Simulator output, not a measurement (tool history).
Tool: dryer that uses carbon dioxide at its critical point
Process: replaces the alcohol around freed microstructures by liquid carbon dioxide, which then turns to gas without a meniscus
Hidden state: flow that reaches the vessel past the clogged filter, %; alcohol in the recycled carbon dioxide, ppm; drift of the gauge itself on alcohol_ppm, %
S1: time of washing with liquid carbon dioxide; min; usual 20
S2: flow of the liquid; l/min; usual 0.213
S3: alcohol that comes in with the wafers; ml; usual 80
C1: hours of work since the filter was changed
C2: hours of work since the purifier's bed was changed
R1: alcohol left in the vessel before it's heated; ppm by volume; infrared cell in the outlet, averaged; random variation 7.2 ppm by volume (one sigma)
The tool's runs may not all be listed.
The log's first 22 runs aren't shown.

| run | day | S1 | S2 | S3 | C1 | C2 | R1 |
|---|---|---|---|---|---|---|---|
| 23 | 6.246 | 13 | 0.213 | 80 | 401 | 159 | 5859 |
| 24 | 6.425 | 23 | 0.213 | 80 | 403 | 161 | 483 |
| 25 | 6.767 | 18 | 0.224 | 23 | 405 | 164 | 399 |
| 26 | 7.188 | 18 | 0.330 | 43 | 409 | 167 | 86 |
| 27 | 7.438 | 23 | 0.336 | 80 | 411 | 169 | 43 |
| 28 | 7.683 | 23 | 0.329 | 21 | 413 | 171 | 39 |
| 29 | 7.967 | 14 | 0.278 | 59 | 415 | 173 | 1093 |
| 30 | 8.379 | 14 | 0.278 | 59 | 418 | 176 | 1063 |
| 31 | 8.588 | 20 | 0.263 | 80 | 420 | 178 | 312 |
| 32 | 9.021 | 20 | 0.328 | 22 | 423 | 181 | 46 |
| 33 | 9.379 | 20 | 0.328 | 22 | 426 | 184 | 44 |
| 34 | 9.692 | 19 | 0.142 | 80 | 428 | 186 | 7047 |
| 35 | 10.017 | 17 | 0.142 | 71 | 431 | 189 | 9022 |
| 36 | 10.342 | 15 | 0.308 | 32 | 433 | 191 | 269 |
|  | 10.588 | inlet filter changed |
| 37 | 10.783 | 15 | 0.308 | 32 | 2 | 195 | 106 |
| 38 | 11.092 | 26 | 0.345 | 34 | 4 | 197 | 41 |
| 39 | 11.521 | 22 | 0.345 | 57 | 7 | 200 | 43 |
| 40 | 11.946 | 20 | 0.213 | 47 | 11 | 204 | 245 |
| 41 | 12.179 | 22 | 0.213 | 47 | 12 | 205 | 156 |
| 42 | 12.442 | 22 | 0.322 | 47 | 14 | 207 | 29 |
| 43 | 12.746 | 20 | 0.213 | 53 | 17 | 210 | 273 |
| 44 | 12.933 | 20 | 0.173 | 30 | 18 | 211 | 499 |
| 45 | 13.350 | 20 | 0.271 | 80 | 22 | 215 | 99 |
| 46 | 13.546 | 20 | 0.193 | 51 | 23 | 216 | 475 |
| 47 | 13.883 | 25 | 0.175 | 101 | 26 | 219 | 483 |

3 ways to go on from here, each from the tool as it stands after run 47. What would each give?
| A | 14.175 | 25 | 0.313 | 52 | 28 | 221 | ? |
| B | 14.175 | 31 | 0.261 | 101 | 28 | 221 | ? |
| C | 14.175 | 20 | 0.245 | 86 | 28 | 221 | ? |

| run | R1 |
|---|---|
| A | 34 |
| B | 40 |
| C | 189 |
Without the tool's hidden state the same runs would have given:
| run | R1 |
|---|---|
| A | 1 |
| B | 6 |
| C | 143 |
